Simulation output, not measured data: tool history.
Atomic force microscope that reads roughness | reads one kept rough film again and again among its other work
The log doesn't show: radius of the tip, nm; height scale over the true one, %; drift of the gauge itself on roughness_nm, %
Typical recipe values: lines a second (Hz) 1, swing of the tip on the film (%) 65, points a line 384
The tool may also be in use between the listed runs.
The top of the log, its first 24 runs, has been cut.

run,day,lines a second (Hz),swing of the tip on the film (%),points a line,pictures with this tip,hours of work since the height scale was calibrated,roughness of the kept film (nm (root mean square))
25,39.362,3.93,77,533,139,872,1.379
# day 39.812: new tip fitted
26,40.558,1.54,57,539,45,893,1.656
# day 42.592: new tip fitted
27,42.592,0.63,57,672,0,929,1.725
28,44.725,1.31,57,558,128,967,1.55
# day 45.404: new tip fitted
29,46.596,0.86,71,766,71,999,1.621
# day 48.233: new tip fitted
30,48.254,0.71,63,1016,2,1029,1.718
31,49.646,0.71,63,1016,85,1053,1.611
# day 51.121: new tip fitted
32,51.312,1.4,57,384,11,1082,1.679
33,52.454,1.37,65,941,80,1103,1.586
34,53.45,0.77,65,385,139,1120,1.515
# day 53.938: new tip fitted
35,55.408,1.23,65,385,88,1155,1.577
# day 56.7: new tip fitted
36,57.062,2.34,65,385,22,1184,1.594
37,58.404,2.02,88,740,102,1207,1.434
# day 59.467: new tip fitted
# day 60.296: height scale calibrated on a step standard
38,60.671,1.33,76,280,70,7,1.59
39,61.908,1,66,719,144,29,1.554
# day 62.283: new tip fitted
40,63.988,0.87,75,343,102,65,1.586
# day 65.05: new tip fitted
41,65.075,0.91,67,429,2,84,1.747

Forecast each of these 3 alternatives for the next run:
A,67.4,2.58,58,878,142,125,?
B,67.4,0.53,67,429,142,125,?
C,67.4,1,89,412,142,125,?

run,roughness of the kept film (nm (root mean square))
A,1.555
B,1.578
C,1.497
Without the tool's unlogged condition, the same runs would have read:
run,roughness of the kept film (nm (root mean square))
A,1.742
B,1.768
C,1.676

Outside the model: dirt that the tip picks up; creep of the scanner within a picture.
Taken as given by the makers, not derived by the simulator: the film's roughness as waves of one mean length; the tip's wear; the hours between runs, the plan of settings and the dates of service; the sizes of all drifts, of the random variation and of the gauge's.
